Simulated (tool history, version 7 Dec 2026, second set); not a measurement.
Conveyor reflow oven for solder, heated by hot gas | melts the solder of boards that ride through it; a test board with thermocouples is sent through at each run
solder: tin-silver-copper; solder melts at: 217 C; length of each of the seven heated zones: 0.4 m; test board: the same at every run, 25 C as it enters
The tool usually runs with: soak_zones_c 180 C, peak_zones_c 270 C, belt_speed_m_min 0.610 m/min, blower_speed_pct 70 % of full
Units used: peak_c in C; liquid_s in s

| run | hour | soak_zones_c | peak_zones_c | belt_speed_m_min | blower_speed_pct | peak_c | liquid_s |
|---|---|---|---|---|---|---|---|
| 1 | 0.0 | 180 | 270 | 0.610 | 70 | 254.8 | 64.1 |
| 2 | 19.7 | 180 | 261 | 0.610 | 70 | 247.9 | 57.5 |
| 3 | 39.9 | 180 | 261 | 0.610 | 70 | 246.8 | 57.3 |
| 4 | 74.1 | 180 | 273 | 0.610 | 70 | 258.0 | 65.0 |
| 5 | 94.2 | 180 | 273 | 0.610 | 70 | 257.5 | 65.4 |
| 6 | 127.9 | 180 | 270 | 0.610 | 70 | 255.5 | 63.1 |
| 7 | 156.9 | 180 | 270 | 0.610 | 70 | 255.0 | 62.6 |
|  | 190.3 | flux residue cleaned out of gas plates and filters |
| 8 | 193.8 | 180 | 270 | 0.610 | 70 | 255.9 | 64.6 |
| 9 | 227.6 | 180 | 270 | 0.610 | 70 | 254.5 | 64.2 |
| 10 | 260.8 | 180 | 270 | 0.610 | 70 | 255.8 | 64.3 |
| 11 | 298.5 | 180 | 270 | 0.610 | 70 | 255.2 | 64.2 |
| 12 | 344.5 | 180 | 270 | 0.610 | 70 | 255.7 | 63.9 |
| 13 | 386.1 | 180 | 270 | 0.610 | 70 | 255.5 | 63.9 |
| 14 | 413.5 | 180 | 270 | 0.610 | 70 | 256.2 | 63.9 |
| 15 | 433.3 | 180 | 270 | 0.610 | 70 | 254.4 | 63.6 |
| 16 | 460.3 | 180 | 270 | 0.610 | 70 | 255.3 | 63.7 |
| 17 | 492.8 | 183 | 268 | 0.610 | 70 | 253.7 | 63.2 |
| 18 | 531.1 | 187 | 272 | 0.563 | 80 | 262.4 | 76.6 |
| 19 | 559.4 | 178 | 272 | 0.563 | 80 | 260.4 | 73.0 |
| 20 | 579.4 | 178 | 272 | 0.563 | 80 | 260.9 | 73.1 |
| 21 | 619.6 | 178 | 272 | 0.563 | 80 | 260.0 | 72.4 |
|  | 659.6 | flux residue cleaned out of gas plates and filters |
| 22 | 670.5 | 170 | 263 | 0.610 | 70 | 247.6 | 54.7 |
| 23 | 707.6 | 170 | 258 | 0.610 | 82 | 244.5 | 53.7 |
| 24 | 735.8 | 191 | 273 | 0.610 | 52 | 255.2 | 68.2 |
| 25 | 769.7 | 185 | 273 | 0.610 | 52 | 254.8 | 64.0 |
| 26 | 815.9 | 191 | 273 | 0.491 | 52 | 261.0 | 89.7 |
| 27 | 842.8 | 191 | 273 | 0.491 | 52 | 260.2 | 90.1 |
| 28 | 882.0 | 191 | 273 | 0.491 | 52 | 260.0 | 90.4 |
| 29 | 906.2 | 174 | 273 | 0.491 | 52 | 257.3 | 80.8 |
| 30 | 951.1 | 165 | 270 | 0.729 | 58 | 241.8 | 36.3 |
| 31 | 976.4 | 165 | 259 | 0.725 | 58 | 231.6 | 26.5 |
| 32 | 1011.1 | 180 | 282 | 0.659 | 67 | 261.4 | 62.3 |

Selected run-to-run steps in peak_c, each split into two signed amounts: the part the tool would show with no hidden state at all (from settings, incoming material and random variation), and the remainder, which goes to the hidden state together with any gauge scatter not common to the measured and the hidden-state-free results:
Hidden conditions of the tool in this case: heat that the gas passes to the board, % of a clean oven's; belt's true speed, % of the reading; true gas temperature in zones 6 and 7 over the reading, C; drift of the gauge itself on peak_c, C; drift of the gauge itself on liquid_s, %.
Run 7 -> 8: flux residue cleaned out of gas plates and filters. peak_c +0.9 C: hidden state +1.6, all else -0.7.
Run 21 -> 22: soak_zones_c 178 -> 170, peak_zones_c 272 -> 263, belt_speed_m_min 0.563 -> 0.610, blower_speed_pct 80 -> 70, flux residue cleaned out of gas plates and filters. peak_c -12.4 C: hidden state +1.3, all else -13.7.
Run 29 -> 30: soak_zones_c 174 -> 165, peak_zones_c 273 -> 270, belt_speed_m_min 0.491 -> 0.729, blower_speed_pct 52 -> 58. peak_c -15.5 C: hidden state -0.5, all else -15.0.
Run 31 -> 32: soak_zones_c 165 -> 180, peak_zones_c 259 -> 282, belt_speed_m_min 0.725 -> 0.659, blower_speed_pct 58 -> 67. peak_c +29.8 C: hidden state -0.3, all else +30.1.
